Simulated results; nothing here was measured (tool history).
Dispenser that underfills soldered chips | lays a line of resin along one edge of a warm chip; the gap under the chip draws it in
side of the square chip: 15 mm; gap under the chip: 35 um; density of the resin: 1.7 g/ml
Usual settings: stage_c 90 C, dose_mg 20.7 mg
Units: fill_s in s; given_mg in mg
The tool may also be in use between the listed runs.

run	hour	stage_c	dose_mg	fill_s	given_mg
1	0	90	20.7	410.7	20.39
2	6.7	90	20.7	599.1	20.25
# hour 10.1: new syringe of resin
3	11.2	90	20.7	393.9	20.16
4	17.5	90	21.9	529.2	21.27
# hour 22.2: new syringe of resin
5	24.2	90	21.9	416.3	21.38
6	28.1	90	20.7	508.9	20.03
# hour 34.3: new syringe of resin
7	34.6	90	20.7	385.7	20.01
8	42.8	90	21.2	600.7	20.58
# hour 46: new syringe of resin
9	46.7	90	20.7	388.1	19.94
10	53.7	90	20.7	566.3	19.98
# hour 57.8: new syringe of resin
11	62	90	20.7	467.3	19.82
# hour 69.5: new syringe of resin
12	70.3	90	20.7	392.4	19.71
13	77.8	101	19.9	371.1	18.95
# hour 81.3: new syringe of resin
14	82.3	78	22	683.4	20.97
15	87.3	92	20.6	479.8	19.43
# hour 92.9: new syringe of resin
16	94.2	82	26.9	561.9	25.68
17	100.2	76	20.7	1049.3	19.54
# hour 105.1: new syringe of resin
18	109.1	87	22.1	530.9	20.86
19	114.5	87	22.1	703	20.75
# hour 117: new syringe of resin
20	123.3	81	20	810.7	18.55
21	127.7	77	19.5	1233	18.23
# hour 128.8: new syringe of resin
22	133	77	19.5	873.1	18.2

Forecast each of these 5 alternatives for the next run:
A	139.9	92	19.5	?	?
B	139.9	90	18.1	?	?
C	139.9	77	21.8	?	?
D	139.9	85	24.3	?	?
E	139.9	102	19.5	?	?

run	fill_s	given_mg
A	627.4	18.12
B	703.4	16.76
C	1230	20.19
D	833.3	22.67
E	412.2	18.11
Without the tool's hidden state the same runs would have given:
run	fill_s	given_mg
A	334.9	19.48
B	372.9	18.02
C	658	21.71
D	448.8	24.38
E	220.4	19.47

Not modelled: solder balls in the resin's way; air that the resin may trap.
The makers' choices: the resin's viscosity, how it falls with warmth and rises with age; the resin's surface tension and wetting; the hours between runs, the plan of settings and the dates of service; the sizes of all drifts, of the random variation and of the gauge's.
